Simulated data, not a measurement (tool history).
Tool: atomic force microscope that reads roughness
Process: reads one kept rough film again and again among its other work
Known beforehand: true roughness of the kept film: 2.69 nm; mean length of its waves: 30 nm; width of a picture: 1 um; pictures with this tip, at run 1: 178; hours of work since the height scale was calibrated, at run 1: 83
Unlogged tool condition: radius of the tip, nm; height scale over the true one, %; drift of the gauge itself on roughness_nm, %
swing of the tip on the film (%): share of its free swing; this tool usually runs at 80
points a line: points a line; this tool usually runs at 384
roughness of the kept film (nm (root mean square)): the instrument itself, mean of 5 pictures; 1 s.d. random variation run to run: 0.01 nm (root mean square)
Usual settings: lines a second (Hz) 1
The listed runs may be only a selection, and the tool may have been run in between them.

run	hour	lines a second (Hz)	swing of the tip on the film (%)	points a line	pictures with this tip	hours of work since the height scale was calibrated	roughness of the kept film (nm (root mean square))
1	0	1	80	384	178	83	2.137
2	14.6	1	80	384	199	91	2.116
3	21.6	1	80	384	208	95	2.075
# hour 24.9: new tip fitted
4	32.4	1	80	384	11	101	2.384
5	44.4	1	80	384	28	107	2.351
6	56.3	1	80	718	44	114	2.359
7	68.8	1	80	384	62	121	2.302
8	84.3	0.5	80	384	83	130	2.327
9	92.4	0.5	80	384	95	134	2.291
10	101.8	0.5	80	384	108	140	2.272
11	113.1	0.5	80	384	124	146	2.244
12	122.7	0.5	80	384	137	151	2.243
13	134.9	1	80	384	154	158	2.17
14	145.4	1	80	384	169	164	2.158

For run 15, what comes out?
15	160.8	0.86	77	695	191	173	?

For run 15 the tool returned roughness of the kept film (nm (root mean square)) 2.162.
With the hidden condition absent and the run-to-run variation left alone, this run would have shown roughness of the kept film (nm (root mean square)) 2.458.
